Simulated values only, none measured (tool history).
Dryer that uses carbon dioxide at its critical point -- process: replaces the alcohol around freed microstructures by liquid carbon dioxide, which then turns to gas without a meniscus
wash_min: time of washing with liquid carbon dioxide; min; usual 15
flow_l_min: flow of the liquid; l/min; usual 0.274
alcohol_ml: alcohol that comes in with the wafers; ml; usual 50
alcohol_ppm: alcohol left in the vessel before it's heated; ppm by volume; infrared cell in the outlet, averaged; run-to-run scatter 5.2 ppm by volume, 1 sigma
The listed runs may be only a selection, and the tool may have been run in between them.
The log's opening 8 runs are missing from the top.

run,hour,wash_min,flow_l_min,alcohol_ml,alcohol_ppm
# hour 139.4: inlet filter changed
9,153.3,15,0.274,22,204
10,175.8,15,0.274,50,252
11,196.1,15,0.274,50,260
12,221.2,15,0.274,50,268
13,246.4,20,0.274,50,184
14,259.1,20,0.274,50,185
15,280.4,20,0.274,50,184
16,303.7,20,0.274,50,194
17,318.6,20,0.274,34,196
18,336.8,15,0.307,50,242
19,354.9,15,0.307,50,243
20,372.3,15,0.274,50,303
21,385.4,15,0.274,50,308
22,400.3,15,0.274,50,317
23,422.4,13,0.410,50,210
24,447.6,13,0.410,50,231
25,470.5,14,0.401,117,223
26,489.8,15,0.264,23,290
27,512.6,15,0.264,23,286
28,531.1,15,0.214,53,787
29,553.8,20,0.322,106,235
30,567.9,12,0.322,36,362
31,580.8,12,0.182,22,1526

Run 32 has not been measured yet. What should we expect?
32,598.4,10,0.407,35,?

alcohol_ppm: 320 ppm by volume
The same run, on a tool lacking any hidden state, would have yielded alcohol_ppm 58 ppm by volume.
